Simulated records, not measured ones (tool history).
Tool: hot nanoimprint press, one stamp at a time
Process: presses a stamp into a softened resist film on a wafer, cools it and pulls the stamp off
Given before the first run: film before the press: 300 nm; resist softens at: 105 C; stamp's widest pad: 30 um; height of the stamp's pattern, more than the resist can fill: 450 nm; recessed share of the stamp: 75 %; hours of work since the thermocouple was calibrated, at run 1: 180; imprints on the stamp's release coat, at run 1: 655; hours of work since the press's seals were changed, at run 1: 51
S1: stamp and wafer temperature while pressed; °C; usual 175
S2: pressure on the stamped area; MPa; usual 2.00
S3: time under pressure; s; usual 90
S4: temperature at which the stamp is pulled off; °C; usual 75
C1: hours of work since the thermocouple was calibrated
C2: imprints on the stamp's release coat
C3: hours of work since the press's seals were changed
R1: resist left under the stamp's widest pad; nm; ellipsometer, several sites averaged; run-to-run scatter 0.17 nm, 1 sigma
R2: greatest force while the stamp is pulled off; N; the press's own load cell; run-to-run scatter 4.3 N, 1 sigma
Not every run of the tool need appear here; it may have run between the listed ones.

run   hour   S1    S2   S3  S4   C1   C2   C3     R1   R2
  1    0.0  175  2.00   90  75  180  655   51  107.8  217
  2   20.2  175  2.00  146  75  196  755   67   89.3  211
  3   42.1  175  2.00  146  75  213  863   84   89.2  219
      50.3  -- stamp cleaned and given a new release coat
  4   70.8  175  2.00  146  75  231  102  102   89.5  215
  5   91.2  175  2.00   90  75  247  203  118  108.1  212
  6  113.1  175  2.00   90  75  264  312  135  108.3  213
  7  131.2  183  2.00   90  75  278  402  149   86.8  208
  8  146.4  175  2.00   90  75  290  477  161  108.2  210
  9  171.1  175  2.00   90  75  309  600  180  108.6  217
 10  192.7  175  2.00   90  75  326  707  197  108.5  217
 11  213.9  175  2.00   90  75  342  812  214  108.9  210
     232.0  -- stamp cleaned and given a new release coat
 12  240.6  175  2.44   90  75  359   43  230   97.6  215
 13  255.5  175  2.17   90  78  370  116  241  104.2  207
 14  275.4  175  2.50  141  75  386  215  257   80.7  215
 15  290.9  175  1.29   49  75  398  292  269  167.8  217
 16  305.1  175  3.11   91  64  409  363  280   85.7  239
 17  325.7  175  2.00   90  77  425  465  296  109.2  216
 18  346.4  175  2.00   90  77  441  567  312  109.4  219
 19  358.8  175  2.00   90  72  451  629  322  108.8  225
 20  378.1  175  2.00   90  72  466  725  337  109.1  229
 21  388.6  176  2.92   90  75  474  777  345   86.7  214
 22  406.8  175  2.92   90  70  488  867  359   89.4  232
     414.1  -- stamp cleaned and given a new release coat
 23  422.8  175  2.92   90  70  496   44  367   89.2  232
 24  436.2  175  2.00  112  71  506  110  378  100.4  227

Consider 3 possible next runs. They are alternatives, not a sequence: every one starts from the tool as it was left by run 24. What does each give?
  A  454.0  175  1.78   90  75  520  199  392   ?   ?
  B  454.0  175  2.00  112  64  520  199  392   ?   ?
  C  454.0  175  1.75  143  71  520  199  392   ?   ?

run     R1   R2
  A  116.3  222
  B  100.3  238
  C   98.2  226
The same runs, with their run-to-run variation unchanged, on a tool lacking any hidden condition would have given:
run     R1   R2
  A  114.3  222
  B   98.6  238
  C   96.5  226

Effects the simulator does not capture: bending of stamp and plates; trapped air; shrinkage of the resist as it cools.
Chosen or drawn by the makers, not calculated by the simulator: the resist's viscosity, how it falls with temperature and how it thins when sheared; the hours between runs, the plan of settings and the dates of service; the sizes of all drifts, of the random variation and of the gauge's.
